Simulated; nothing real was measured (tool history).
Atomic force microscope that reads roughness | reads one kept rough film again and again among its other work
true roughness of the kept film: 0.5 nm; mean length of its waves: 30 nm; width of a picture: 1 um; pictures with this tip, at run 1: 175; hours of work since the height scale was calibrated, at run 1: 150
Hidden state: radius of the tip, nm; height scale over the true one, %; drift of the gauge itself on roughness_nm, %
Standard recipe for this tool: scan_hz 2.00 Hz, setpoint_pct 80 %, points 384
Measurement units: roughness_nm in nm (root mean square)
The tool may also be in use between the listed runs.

| run | hour | scan_hz | setpoint_pct | points | pictures with this tip | hours of work since the height scale was calibrated | roughness_nm |
|---|---|---|---|---|---|---|---|
| 1 | 0.0 | 2.00 | 80 | 384 | 175 | 150 | 0.4507 |
| 2 | 8.6 | 2.00 | 80 | 930 | 187 | 154 | 0.4528 |
| 3 | 13.2 | 2.00 | 80 | 930 | 193 | 156 | 0.4521 |
| 4 | 17.2 | 2.00 | 80 | 384 | 198 | 158 | 0.4501 |
|  | 21.7 | new tip fitted |
| 5 | 23.1 | 2.00 | 80 | 384 | 1 | 161 | 0.4652 |
| 6 | 28.6 | 2.00 | 80 | 384 | 9 | 163 | 0.4629 |
| 7 | 35.5 | 2.00 | 61 | 384 | 18 | 166 | 0.4783 |
| 8 | 41.2 | 2.00 | 61 | 384 | 26 | 169 | 0.4811 |
| 9 | 46.9 | 2.00 | 80 | 400 | 33 | 171 | 0.4615 |
| 10 | 52.4 | 2.00 | 80 | 400 | 41 | 174 | 0.4598 |
| 11 | 60.5 | 2.00 | 80 | 400 | 51 | 177 | 0.4602 |
| 12 | 64.8 | 2.00 | 80 | 400 | 57 | 179 | 0.4591 |
| 13 | 69.7 | 2.00 | 58 | 400 | 64 | 181 | 0.4761 |
| 14 | 74.3 | 2.00 | 80 | 308 | 70 | 183 | 0.4583 |
| 15 | 80.4 | 2.00 | 69 | 384 | 78 | 186 | 0.4692 |
| 16 | 86.2 | 2.00 | 69 | 384 | 86 | 189 | 0.4700 |
| 17 | 93.2 | 2.00 | 69 | 384 | 95 | 192 | 0.4704 |
| 18 | 99.9 | 2.00 | 69 | 384 | 104 | 195 | 0.4687 |
| 19 | 105.2 | 2.00 | 69 | 384 | 111 | 197 | 0.4681 |
| 20 | 109.9 | 2.00 | 69 | 384 | 118 | 199 | 0.4658 |
| 21 | 117.2 | 2.00 | 69 | 384 | 127 | 203 | 0.4658 |
| 22 | 125.9 | 2.00 | 69 | 384 | 139 | 207 | 0.4666 |
| 23 | 134.6 | 2.00 | 69 | 384 | 151 | 210 | 0.4638 |
|  | 136.1 | height scale calibrated on a step standard |
| 24 | 139.2 | 2.00 | 69 | 384 | 155 | 1 | 0.4657 |
| 25 | 147.4 | 2.00 | 69 | 384 | 166 | 5 | 0.4665 |
| 26 | 153.1 | 2.00 | 69 | 384 | 174 | 8 | 0.4629 |
| 27 | 158.7 | 0.53 | 61 | 520 | 182 | 10 | 0.4772 |
| 28 | 163.2 | 0.53 | 61 | 520 | 188 | 12 | 0.4762 |
| 29 | 170.6 | 0.53 | 67 | 764 | 197 | 16 | 0.4738 |
|  | 175.2 | height scale calibrated on a step standard, once more |
|  | 177.0 | new tip fitted |
| 30 | 179.5 | 2.00 | 80 | 459 | 3 | 2 | 0.4642 |
| 31 | 186.8 | 3.53 | 61 | 384 | 13 | 5 | 0.4716 |
| 32 | 194.3 | 3.53 | 61 | 384 | 23 | 8 | 0.4694 |
| 33 | 199.7 | 2.09 | 69 | 756 | 30 | 11 | 0.4735 |
| 34 | 204.7 | 1.40 | 55 | 515 | 37 | 13 | 0.4842 |
| 35 | 211.4 | 3.06 | 79 | 384 | 46 | 16 | 0.4491 |
| 36 | 215.3 | 0.55 | 80 | 384 | 51 | 18 | 0.4774 |
| 37 | 219.5 | 0.55 | 80 | 384 | 57 | 20 | 0.4763 |
| 38 | 226.3 | 0.55 | 80 | 384 | 66 | 23 | 0.4770 |
| 39 | 234.4 | 3.45 | 58 | 384 | 77 | 26 | 0.4702 |
| 40 | 240.1 | 1.40 | 80 | 461 | 84 | 29 | 0.4667 |
| 41 | 246.5 | 1.40 | 59 | 785 | 93 | 32 | 0.4791 |
| 42 | 251.4 | 2.00 | 82 | 295 | 99 | 34 | 0.4514 |
| 43 | 255.8 | 2.00 | 80 | 579 | 105 | 36 | 0.4590 |
| 44 | 264.5 | 2.00 | 80 | 579 | 117 | 40 | 0.4552 |
| 45 | 268.6 | 2.00 | 80 | 579 | 122 | 42 | 0.4552 |
| 46 | 274.5 | 2.00 | 65 | 579 | 130 | 44 | 0.4704 |
| 47 | 280.0 | 2.00 | 65 | 579 | 138 | 47 | 0.4702 |
| 48 | 288.9 | 2.00 | 65 | 579 | 150 | 51 | 0.4682 |
| 49 | 295.6 | 0.62 | 78 | 315 | 159 | 54 | 0.4678 |
| 50 | 300.3 | 3.29 | 70 | 883 | 165 | 56 | 0.4558 |
| 51 | 305.3 | 3.29 | 70 | 883 | 172 | 58 | 0.4542 |
| 52 | 310.6 | 1.51 | 86 | 329 | 179 | 60 | 0.4472 |

Branching from run 52: 3 alternative next runs. What would each branch give?
| A | 316.2 | 0.88 | 76 | 696 | 186 | 63 | ? |
| B | 316.2 | 1.51 | 86 | 630 | 186 | 63 | ? |
| C | 316.2 | 2.77 | 86 | 329 | 186 | 63 | ? |

| run | roughness_nm |
|---|---|
| A | 0.4685 |
| B | 0.4521 |
| C | 0.4310 |
With the hidden condition removed and each run's random variation left untouched, the same runs would have given:
| run | roughness_nm |
|---|---|
| A | 0.4822 |
| B | 0.4653 |
| C | 0.4435 |
